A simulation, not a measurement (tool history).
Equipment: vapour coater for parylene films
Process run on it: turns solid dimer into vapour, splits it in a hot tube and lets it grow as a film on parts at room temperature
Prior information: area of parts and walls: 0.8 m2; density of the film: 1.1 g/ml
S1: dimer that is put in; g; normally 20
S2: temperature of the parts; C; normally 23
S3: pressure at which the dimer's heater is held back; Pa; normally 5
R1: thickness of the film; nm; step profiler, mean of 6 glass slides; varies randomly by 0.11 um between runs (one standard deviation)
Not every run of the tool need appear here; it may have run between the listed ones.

{"run": 1, "hour": 0.0, "S1": 20, "S2": 23, "S3": 5, "R1": 13340}
{"run": 2, "hour": 70.9, "S1": 20, "S2": 23, "S3": 6.07, "R1": 12850}
{"run": 3, "hour": 143.3, "S1": 23, "S2": 23, "S3": 5, "R1": 15290}
{"hour": 151.0, "done": "trap's valve overhauled"}
{"run": 4, "hour": 206.4, "S1": 23, "S2": 23, "S3": 5, "R1": 15380}
{"run": 5, "hour": 278.2, "S1": 23, "S2": 23, "S3": 5, "R1": 15560}
{"run": 6, "hour": 314.6, "S1": 23, "S2": 23, "S3": 5, "R1": 15440}
{"run": 7, "hour": 355.2, "S1": 27, "S2": 24, "S3": 2.61, "R1": 20230}
{"run": 8, "hour": 407.6, "S1": 27, "S2": 16, "S3": 2.35, "R1": 25150}
{"run": 9, "hour": 480.4, "S1": 27, "S2": 16, "S3": 2.35, "R1": 25150}
{"run": 10, "hour": 537.3, "S1": 19, "S2": 18, "S3": 6.05, "R1": 13590}
{"run": 11, "hour": 575.9, "S1": 19, "S2": 29, "S3": 7.99, "R1": 10260}

Below are 3 alternative next runs, each starting from the tool's condition after run 11. Predict each:
{"run": "A", "hour": 641.7, "S1": 19, "S2": 31, "S3": 10, "R1": "?"}
{"run": "B", "hour": 641.7, "S1": 24, "S2": 30, "S3": 5.74, "R1": "?"}
{"run": "C", "hour": 641.7, "S1": 20, "S2": 29, "S3": 7.99, "R1": "?"}

run=A R1=9040
run=B R1=13400
run=C R1=10560
What these runs would have given with no unlogged condition in the tool:
run=A R1=9100
run=B R1=13470
run=C R1=10620

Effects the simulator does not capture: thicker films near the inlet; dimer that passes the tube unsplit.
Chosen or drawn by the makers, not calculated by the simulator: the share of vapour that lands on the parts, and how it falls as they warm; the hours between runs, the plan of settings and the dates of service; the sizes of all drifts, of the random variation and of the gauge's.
